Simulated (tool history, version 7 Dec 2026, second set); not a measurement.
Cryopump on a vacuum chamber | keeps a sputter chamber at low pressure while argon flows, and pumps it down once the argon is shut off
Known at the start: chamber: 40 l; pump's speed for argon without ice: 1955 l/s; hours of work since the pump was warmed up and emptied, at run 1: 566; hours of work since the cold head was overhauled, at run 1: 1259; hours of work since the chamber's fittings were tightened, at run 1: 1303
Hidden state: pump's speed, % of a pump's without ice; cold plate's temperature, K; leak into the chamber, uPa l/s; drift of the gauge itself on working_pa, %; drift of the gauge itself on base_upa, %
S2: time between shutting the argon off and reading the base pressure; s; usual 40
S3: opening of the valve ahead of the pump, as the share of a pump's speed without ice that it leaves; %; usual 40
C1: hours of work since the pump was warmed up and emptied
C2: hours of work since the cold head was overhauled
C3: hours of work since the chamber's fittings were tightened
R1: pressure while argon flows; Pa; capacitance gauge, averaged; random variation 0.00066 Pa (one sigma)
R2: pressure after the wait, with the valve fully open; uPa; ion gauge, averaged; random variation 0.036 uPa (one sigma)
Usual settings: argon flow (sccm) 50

{"run": 1, "hour": 0.0, "argon flow (sccm)": 50, "S2": 40, "S3": 40, "C1": 566, "C2": 1259, "C3": 1303, "R1": 0.1161, "R2": 2.29}
{"hour": 18.5, "done": "leaking fittings of the chamber tightened, without venting"}
{"run": 2, "hour": 31.2, "argon flow (sccm)": 50, "S2": 40, "S3": 40, "C1": 585, "C2": 1279, "C3": 8, "R1": 0.1155, "R2": 2.03}
{"run": 3, "hour": 56.0, "argon flow (sccm)": 50, "S2": 40, "S3": 40, "C1": 601, "C2": 1295, "C3": 24, "R1": 0.1164, "R2": 2.07}
{"run": 4, "hour": 102.0, "argon flow (sccm)": 50, "S2": 40, "S3": 40, "C1": 631, "C2": 1325, "C3": 55, "R1": 0.1151, "R2": 2.09}
{"run": 5, "hour": 143.3, "argon flow (sccm)": 50, "S2": 27, "S3": 40, "C1": 658, "C2": 1352, "C3": 82, "R1": 0.1167, "R2": 3.01}
{"hour": 176.4, "done": "pump warmed up, emptied and cooled again"}
{"run": 6, "hour": 181.3, "argon flow (sccm)": 50, "S2": 27, "S3": 40, "C1": 3, "C2": 1373, "C3": 103, "R1": 0.1095, "R2": 2.86}
{"run": 7, "hour": 207.6, "argon flow (sccm)": 50, "S2": 27, "S3": 40, "C1": 20, "C2": 1391, "C3": 120, "R1": 0.1096, "R2": 2.99}
{"run": 8, "hour": 229.5, "argon flow (sccm)": 50, "S2": 27, "S3": 30, "C1": 35, "C2": 1405, "C3": 135, "R1": 0.1463, "R2": 2.98}
{"run": 9, "hour": 274.6, "argon flow (sccm)": 50, "S2": 27, "S3": 30, "C1": 64, "C2": 1434, "C3": 164, "R1": 0.1468, "R2": 2.96}
{"run": 10, "hour": 319.8, "argon flow (sccm)": 50, "S2": 27, "S3": 30, "C1": 94, "C2": 1464, "C3": 194, "R1": 0.1462, "R2": 2.91}
{"run": 11, "hour": 341.8, "argon flow (sccm)": 50, "S2": 40, "S3": 40, "C1": 108, "C2": 1478, "C3": 208, "R1": 0.1097, "R2": 2.1}
{"run": 12, "hour": 391.9, "argon flow (sccm)": 50, "S2": 40, "S3": 19, "C1": 141, "C2": 1511, "C3": 241, "R1": 0.2292, "R2": 2.05}
{"run": 13, "hour": 413.8, "argon flow (sccm)": 36, "S2": 40, "S3": 19, "C1": 155, "C2": 1525, "C3": 255, "R1": 0.1659, "R2": 2.1}
{"run": 14, "hour": 440.1, "argon flow (sccm)": 36, "S2": 40, "S3": 19, "C1": 172, "C2": 1543, "C3": 272, "R1": 0.1674, "R2": 2.11}
{"run": 15, "hour": 487.9, "argon flow (sccm)": 36, "S2": 40, "S3": 19, "C1": 204, "C2": 1574, "C3": 303, "R1": 0.1677, "R2": 2.09}
{"run": 16, "hour": 512.1, "argon flow (sccm)": 50, "S2": 225, "S3": 40, "C1": 219, "C2": 1590, "C3": 319, "R1": 0.1111, "R2": 0.57}
{"run": 17, "hour": 562.0, "argon flow (sccm)": 50, "S2": 40, "S3": 40, "C1": 252, "C2": 1622, "C3": 352, "R1": 0.1117, "R2": 2.09}
{"run": 18, "hour": 606.1, "argon flow (sccm)": 50, "S2": 171, "S3": 40, "C1": 281, "C2": 1651, "C3": 381, "R1": 0.1115, "R2": 0.66}
{"run": 19, "hour": 649.4, "argon flow (sccm)": 24, "S2": 40, "S3": 40, "C1": 309, "C2": 1679, "C3": 409, "R1": 0.0548, "R2": 2.15}
{"run": 20, "hour": 684.1, "argon flow (sccm)": 24, "S2": 40, "S3": 40, "C1": 332, "C2": 1702, "C3": 432, "R1": 0.0538, "R2": 2.11}
{"run": 21, "hour": 733.9, "argon flow (sccm)": 37, "S2": 170, "S3": 40, "C1": 364, "C2": 1734, "C3": 464, "R1": 0.0839, "R2": 0.72}
{"run": 22, "hour": 777.1, "argon flow (sccm)": 21, "S2": 252, "S3": 41, "C1": 393, "C2": 1763, "C3": 492, "R1": 0.0466, "R2": 0.55}
{"run": 23, "hour": 824.6, "argon flow (sccm)": 50, "S2": 40, "S3": 38, "C1": 424, "C2": 1794, "C3": 523, "R1": 0.1201, "R2": 2.13}
{"run": 24, "hour": 852.9, "argon flow (sccm)": 27, "S2": 40, "S3": 40, "C1": 442, "C2": 1812, "C3": 542, "R1": 0.0619, "R2": 2.19}
{"run": 25, "hour": 887.4, "argon flow (sccm)": 90, "S2": 50, "S3": 37, "C1": 465, "C2": 1835, "C3": 565, "R1": 0.2209, "R2": 1.79}
{"run": 26, "hour": 930.2, "argon flow (sccm)": 21, "S2": 31, "S3": 42, "C1": 493, "C2": 1863, "C3": 592, "R1": 0.0461, "R2": 2.68}
{"run": 27, "hour": 970.9, "argon flow (sccm)": 99, "S2": 31, "S3": 30, "C1": 519, "C2": 1889, "C3": 619, "R1": 0.2998, "R2": 2.69}
{"run": 28, "hour": 992.1, "argon flow (sccm)": 56, "S2": 39, "S3": 23, "C1": 533, "C2": 1903, "C3": 633, "R1": 0.2202, "R2": 2.27}
{"run": 29, "hour": 1032.9, "argon flow (sccm)": 50, "S2": 26, "S3": 15, "C1": 560, "C2": 1930, "C3": 660, "R1": 0.296, "R2": 3.18}
{"run": 30, "hour": 1061.5, "argon flow (sccm)": 50, "S2": 26, "S3": 15, "C1": 578, "C2": 1949, "C3": 678, "R1": 0.2971, "R2": 3.15}
{"run": 31, "hour": 1105.9, "argon flow (sccm)": 21, "S2": 40, "S3": 24, "C1": 607, "C2": 1978, "C3": 707, "R1": 0.0787, "R2": 2.13}
{"run": 32, "hour": 1139.2, "argon flow (sccm)": 21, "S2": 40, "S3": 24, "C1": 629, "C2": 1999, "C3": 729, "R1": 0.079, "R2": 2.15}
{"run": 33, "hour": 1173.8, "argon flow (sccm)": 34, "S2": 111, "S3": 54, "C1": 652, "C2": 2022, "C3": 752, "R1": 0.0613, "R2": 1}

The same runs without the tool's hidden state, with the same run-to-run variation:
run=1 R1=0.1087 R2=2.04
run=2 R1=0.1079 R2=2
run=3 R1=0.1086 R2=2.03
run=4 R1=0.1068 R2=2.04
run=5 R1=0.108 R2=2.95
run=6 R1=0.1085 R2=2.83
run=7 R1=0.1085 R2=2.96
run=8 R1=0.1451 R2=2.94
run=9 R1=0.1452 R2=2.92
run=10 R1=0.1443 R2=2.86
run=11 R1=0.1076 R2=2.05
run=12 R1=0.2268 R2=1.99
run=13 R1=0.164 R2=2.04
run=14 R1=0.1654 R2=2.05
run=15 R1=0.1653 R2=2.03
run=16 R1=0.1077 R2=0.5
run=17 R1=0.1079 R2=2.02
run=18 R1=0.1073 R2=0.58
run=19 R1=0.0527 R2=2.06
run=20 R1=0.0516 R2=2.01
run=21 R1=0.0801 R2=0.62
run=22 R1=0.0442 R2=0.44
run=23 R1=0.1142 R2=2.02
run=24 R1=0.0585 R2=2.07
run=25 R1=0.2092 R2=1.67
run=26 R1=0.0432 R2=2.55
run=27 R1=0.2854 R2=2.55
run=28 R1=0.2118 R2=2.12
run=29 R1=0.2881 R2=3.03
run=30 R1=0.289 R2=3
run=31 R1=0.0751 R2=1.97
run=32 R1=0.0753 R2=1.99
run=33 R1=0.055 R2=0.83
